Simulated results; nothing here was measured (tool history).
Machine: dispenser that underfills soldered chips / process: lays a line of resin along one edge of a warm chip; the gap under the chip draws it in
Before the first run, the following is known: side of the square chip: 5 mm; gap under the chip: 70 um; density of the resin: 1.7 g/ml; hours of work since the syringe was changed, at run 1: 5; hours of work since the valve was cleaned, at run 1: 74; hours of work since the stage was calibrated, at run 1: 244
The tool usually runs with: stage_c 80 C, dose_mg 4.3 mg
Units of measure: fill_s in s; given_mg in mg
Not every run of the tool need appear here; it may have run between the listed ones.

run  hour  stage_c  dose_mg  hours of work since the syringe was changed  hours of work since the valve was cleaned  hours of work since the stage was calibrated  fill_s  given_mg
  1   0.0       80      4.3                                            5                                         74                                           244    21.9      4.01
      1.3  -- new syringe of resin
  2   7.1       80      4.3                                            4                                         78                                           249    22.2      4.12
      9.0  -- new syringe of resin
  3  14.9       80      4.3                                            4                                         84                                           254    22.0      3.99
     16.6  -- new syringe of resin
     24.7  -- new syringe of resin
  4  25.7       80      4.3                                            1                                         91                                           262    19.9      4.06
  5  30.7       80      4.3                                            4                                         95                                           265    22.7      3.90
     32.4  -- new syringe of resin
  6  36.5       80      4.3                                            3                                         98                                           269    20.5      3.89

Predict the results of run 7:
     39.9  -- new syringe of resin
  7  41.6       80      4.3                                            1                                        102                                           273       ?         ?

fill_s: 20.5 s
given_mg: 3.98 mg
Had the tool carried no hidden state, the very same run would have given fill_s 19.9 s, given_mg 4.35 mg.
